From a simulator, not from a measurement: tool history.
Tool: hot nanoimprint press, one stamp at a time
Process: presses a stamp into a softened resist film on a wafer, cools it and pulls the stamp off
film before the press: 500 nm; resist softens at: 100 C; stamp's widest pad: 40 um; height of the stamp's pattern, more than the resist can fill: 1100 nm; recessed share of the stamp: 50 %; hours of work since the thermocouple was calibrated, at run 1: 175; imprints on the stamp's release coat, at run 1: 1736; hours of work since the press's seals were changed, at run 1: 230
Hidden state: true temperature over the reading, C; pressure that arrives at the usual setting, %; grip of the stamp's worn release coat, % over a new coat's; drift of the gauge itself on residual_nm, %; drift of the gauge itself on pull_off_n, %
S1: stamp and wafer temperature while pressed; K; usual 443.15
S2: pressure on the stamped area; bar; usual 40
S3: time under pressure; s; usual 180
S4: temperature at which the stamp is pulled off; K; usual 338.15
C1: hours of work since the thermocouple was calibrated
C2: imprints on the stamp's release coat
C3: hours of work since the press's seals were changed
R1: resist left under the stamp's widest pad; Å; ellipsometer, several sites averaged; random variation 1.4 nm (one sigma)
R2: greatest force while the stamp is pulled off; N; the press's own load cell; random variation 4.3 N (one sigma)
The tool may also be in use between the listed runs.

{"run": 1, "hour": 0.0, "S1": 443.15, "S2": 40, "S3": 180, "S4": 338.15, "C1": 175, "C2": 1736, "C3": 230, "R1": 2362, "R2": 408}
{"run": 2, "hour": 35.6, "S1": 443.15, "S2": 40, "S3": 180, "S4": 338.15, "C1": 198, "C2": 1874, "C3": 252, "R1": 2371, "R2": 437}
{"hour": 62.9, "done": "stamp cleaned and given a new release coat"}
{"run": 3, "hour": 77.7, "S1": 432.15, "S2": 40, "S3": 180, "S4": 338.15, "C1": 221, "C2": 57, "C3": 275, "R1": 3618, "R2": 218}
{"run": 4, "hour": 129.6, "S1": 454.15, "S2": 40, "S3": 180, "S4": 338.15, "C1": 254, "C2": 257, "C3": 309, "R1": 1530, "R2": 230}
{"run": 5, "hour": 154.7, "S1": 454.15, "S2": 40, "S3": 180, "S4": 338.15, "C1": 270, "C2": 354, "C3": 325, "R1": 1533, "R2": 246}
{"run": 6, "hour": 190.8, "S1": 454.15, "S2": 40, "S3": 180, "S4": 338.15, "C1": 293, "C2": 493, "C3": 348, "R1": 1536, "R2": 260}
{"run": 7, "hour": 221.2, "S1": 454.15, "S2": 40, "S3": 180, "S4": 338.15, "C1": 313, "C2": 611, "C3": 367, "R1": 1541, "R2": 275}
{"run": 8, "hour": 274.0, "S1": 445.15, "S2": 32.7, "S3": 180, "S4": 338.15, "C1": 347, "C2": 814, "C3": 401, "R1": 2467, "R2": 304}
{"run": 9, "hour": 313.3, "S1": 445.15, "S2": 26.3, "S3": 180, "S4": 340.15, "C1": 372, "C2": 966, "C3": 426, "R1": 2752, "R2": 307}
{"run": 10, "hour": 339.5, "S1": 443.15, "S2": 40, "S3": 136, "S4": 338.15, "C1": 388, "C2": 1067, "C3": 443, "R1": 2622, "R2": 338}
{"run": 11, "hour": 362.5, "S1": 443.15, "S2": 30.6, "S3": 220, "S4": 343.15, "C1": 403, "C2": 1155, "C3": 457, "R1": 2563, "R2": 323}
{"run": 12, "hour": 419.2, "S1": 443.15, "S2": 54.5, "S3": 179, "S4": 327.15, "C1": 439, "C2": 1374, "C3": 493, "R1": 2081, "R2": 402}
{"run": 13, "hour": 471.6, "S1": 443.15, "S2": 54.5, "S3": 179, "S4": 327.15, "C1": 473, "C2": 1576, "C3": 527, "R1": 2103, "R2": 441}

How the hidden state differs across the entries between the runs, from the last listed run before each to the first after it:
Between runs 2 and 3: stamp cleaned and given a new release coat (hour 62.9)
  true temperature over the reading, C: -0.43 -> -0.48; pressure that arrives at the usual setting, %: 98.95 -> 98.83; grip of the stamp's worn release coat, % over a new coat's: 103.4 -> 2.6
  measured less the result without the state, R1: +55 -> +71 Å; R2: +223 -> +6 N
